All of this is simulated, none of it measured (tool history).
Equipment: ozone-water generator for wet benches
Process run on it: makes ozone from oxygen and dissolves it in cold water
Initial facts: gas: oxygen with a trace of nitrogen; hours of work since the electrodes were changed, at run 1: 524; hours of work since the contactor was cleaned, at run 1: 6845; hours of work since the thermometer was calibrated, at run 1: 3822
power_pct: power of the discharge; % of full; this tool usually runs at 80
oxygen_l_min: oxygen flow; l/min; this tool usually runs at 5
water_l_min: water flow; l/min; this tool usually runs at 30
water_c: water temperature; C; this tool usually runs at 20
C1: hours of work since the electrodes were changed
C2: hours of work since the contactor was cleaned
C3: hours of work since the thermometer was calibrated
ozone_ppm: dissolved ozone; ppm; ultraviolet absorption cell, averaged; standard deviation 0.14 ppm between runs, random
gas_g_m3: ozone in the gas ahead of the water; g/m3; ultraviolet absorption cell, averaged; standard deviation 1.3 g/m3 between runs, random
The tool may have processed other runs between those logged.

Run 1, hour 0: usual settings; C1 524; C2 6845; C3 3822. Result: ozone_ppm 17 ppm, gas_g_m3 243.8 g/m3.
Run 2, hour 18.2: usual settings; C1 542; C2 6863; C3 3839. Result: ozone_ppm 16.8 ppm, gas_g_m3 239.5 g/m3.
Run 3, hour 57.8: usual settings; C1 580; C2 6901; C3 3878. Result: ozone_ppm 17.2 ppm, gas_g_m3 241.8 g/m3.
Run 4, hour 78.2: usual settings; C1 600; C2 6921; C3 3898. Result: ozone_ppm 17 ppm, gas_g_m3 242 g/m3.
Run 5, hour 108.3: usual settings; C1 629; C2 6950; C3 3927. Result: ozone_ppm 17.1 ppm, gas_g_m3 238 g/m3.
Run 6, hour 140.5: usual settings; C1 660; C2 6982; C3 3958. Result: ozone_ppm 16.8 ppm, gas_g_m3 241.2 g/m3.
Run 7, hour 160.9: usual settings but power_pct 62 % of full; C1 680; C2 7001; C3 3978. Result: ozone_ppm 14.7 ppm, gas_g_m3 208.8 g/m3.
Run 8, hour 188.5: usual settings but power_pct 62 % of full; C1 707; C2 7028; C3 4005. Result: ozone_ppm 14.6 ppm, gas_g_m3 209.4 g/m3.
Run 9, hour 209.7: usual settings but power_pct 62 % of full; C1 728; C2 7049; C3 4025. Result: ozone_ppm 14.6 ppm, gas_g_m3 207.1 g/m3.
Run 10, hour 242.6: usual settings but power_pct 62 % of full; C1 759; C2 7081; C3 4057. Result: ozone_ppm 15 ppm, gas_g_m3 208.9 g/m3.
Run 11, hour 263.1: usual settings but power_pct 62 % of full; C1 779; C2 7101; C3 4077. Result: ozone_ppm 14.6 ppm, gas_g_m3 207.6 g/m3.
Run 12, hour 299.3: usual settings but power_pct 62 % of full; C1 815; C2 7136; C3 4112. Result: ozone_ppm 14.6 ppm, gas_g_m3 208.1 g/m3.
Run 13, hour 322.8: usual settings but power_pct 47 % of full, water_l_min 20 l/min; C1 837; C2 7158; C3 4135. Result: ozone_ppm 18.6 ppm, gas_g_m3 176.4 g/m3.
Run 14, hour 350.9: usual settings but power_pct 44 % of full, oxygen_l_min 4.2 l/min, water_l_min 43 l/min, water_c 15 C; C1 865; C2 7186; C3 4162. Result: ozone_ppm 7.8 ppm, gas_g_m3 185.3 g/m3.
Run 15, hour 388.5: usual settings but water_l_min 45 l/min; C1 901; C2 7222; C3 4199. Result: ozone_ppm 10.5 ppm, gas_g_m3 243.9 g/m3.
Run 16, hour 414.8: usual settings but water_l_min 45 l/min; C1 927; C2 7248; C3 4224. Result: ozone_ppm 10.7 ppm, gas_g_m3 239.2 g/m3.
Run 17, hour 440.9: usual settings but power_pct 55 % of full, oxygen_l_min 4.8 l/min, water_l_min 24 l/min, water_c 26 C; C1 952; C2 7273; C3 4250. Result: ozone_ppm 15.6 ppm, gas_g_m3 197 g/m3.
Run 18, hour 461.1: usual settings but power_pct 79 % of full, oxygen_l_min 2.92 l/min, water_l_min 42 l/min, water_c 15 C; C1 971; C2 7293; C3 4269. Result: ozone_ppm 10.3 ppm, gas_g_m3 312.6 g/m3.
Run 19, hour 480.7: usual settings but power_pct 70 % of full, water_l_min 23 l/min, water_c 23 C; C1 990; C2 7312; C3 4288. Result: ozone_ppm 19.8 ppm, gas_g_m3 224.7 g/m3.
Run 20, hour 501.9: usual settings but power_pct 70 % of full, oxygen_l_min 3.22 l/min, water_l_min 23 l/min, water_c 26 C; C1 1011; C2 7332; C3 4309. Result: ozone_ppm 18.2 ppm, gas_g_m3 279 g/m3.
Run 21, hour 520.3: usual settings but power_pct 70 % of full, oxygen_l_min 3.22 l/min, water_l_min 23 l/min, water_c 26 C; C1 1029; C2 7350; C3 4327. Result: ozone_ppm 18.3 ppm, gas_g_m3 278.7 g/m3.

Branching from run 21: 3 alternative next runs. What would each branch give?
Run A, hour 551.1: usual settings but power_pct 70 % of full, oxygen_l_min 4.29 l/min, water_l_min 28 l/min, water_c 26 C; C1 1059; C2 7380; C3 4356. Result: ozone_ppm ?, gas_g_m3 ?.
Run B, hour 551.1: usual settings but power_pct 66 % of full, oxygen_l_min 3.22 l/min, water_l_min 23 l/min, water_c 26 C; C1 1059; C2 7380; C3 4356. Result: ozone_ppm ?, gas_g_m3 ?.
Run C, hour 551.1: usual settings but power_pct 70 % of full, oxygen_l_min 3.22 l/min, water_l_min 23 l/min, water_c 13 C; C1 1059; C2 7380; C3 4356. Result: ozone_ppm ?, gas_g_m3 ?.

run  ozone_ppm  gas_g_m3
  A       15.5     243.2
  B       17.5     270.4
  C       20.6     280.6
What these runs would have given with no unlogged condition in the tool:
run  ozone_ppm  gas_g_m3
  A       15.5     243.2
  B       17.5     270.5
  C       20.6     280.6

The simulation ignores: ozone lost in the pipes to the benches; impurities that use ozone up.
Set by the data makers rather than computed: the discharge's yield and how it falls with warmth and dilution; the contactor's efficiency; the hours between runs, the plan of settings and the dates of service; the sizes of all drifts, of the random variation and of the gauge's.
